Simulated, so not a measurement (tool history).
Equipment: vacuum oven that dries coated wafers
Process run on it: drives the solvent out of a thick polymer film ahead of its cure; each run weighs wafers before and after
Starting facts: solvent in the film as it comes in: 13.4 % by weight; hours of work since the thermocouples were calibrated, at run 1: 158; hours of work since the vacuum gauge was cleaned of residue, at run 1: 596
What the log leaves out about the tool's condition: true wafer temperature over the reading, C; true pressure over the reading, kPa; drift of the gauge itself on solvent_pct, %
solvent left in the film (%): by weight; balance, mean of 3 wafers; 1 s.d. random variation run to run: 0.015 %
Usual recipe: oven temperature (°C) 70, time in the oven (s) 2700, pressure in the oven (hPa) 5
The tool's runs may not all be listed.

run	hour	oven temperature (°C)	time in the oven (s)	pressure in the oven (hPa)	hours of work since the thermocouples were calibrated	hours of work since the vacuum gauge was cleaned of residue	solvent left in the film (%)
1	0	70	2700	5	158	596	0.96
2	21.5	70	2700	5	169	607	0.95
3	35.2	70	2700	5	176	614	0.97
4	56.2	70	2700	5	187	625	0.95
5	78.3	70	2700	2.51	199	637	0.87
6	100.7	70	2700	2.51	210	648	0.9
7	121.3	77	2700	5	221	659	0.4
8	144.8	70	2700	5	233	671	0.97
9	167	61	2700	5	245	683	2.38
10	182.5	63	2700	5	253	691	1.98
11	200.5	63	2700	5	262	700	1.98
12	223.1	63	2700	5	274	712	1.99
13	235.6	63	1800	5	280	718	3.34
14	251.8	70	4320	5	289	727	0.43
15	267.9	70	4320	5	297	735	0.4
16	280.7	70	4320	5	304	742	0.43
17	295.9	57	2820	5	312	750	3.09
18	314.9	74	3240	11.81	322	760	0.66
19	337	67	2700	5	333	771	1.31
20	351.7	70	2400	4.56	341	779	1.17
21	376.2	72	2700	5	353	791	0.75
22	404.5	72	2700	5	368	806	0.78
23	421.4	70	4800	8.18	377	815	0.5
24	438.9	66	1740	8.18	386	824	2.96

Forecast each of these 5 alternatives for the next run:
A	457.4	66	1380	8.18	396	834	?
B	457.4	66	1680	8.18	396	834	?
C	457.4	77	3240	7.11	396	834	?
D	457.4	66	1440	8.18	396	834	?
E	457.4	80	2640	5	396	834	?

run	solvent left in the film (%)
A	3.82
B	3.1
C	0.39
D	3.65
E	0.31
The same runs, with their run-to-run variation unchanged, on a tool lacking any hidden condition would have given:
run	solvent left in the film (%)
A	3.92
B	3.18
C	0.33
D	3.74
E	0.26
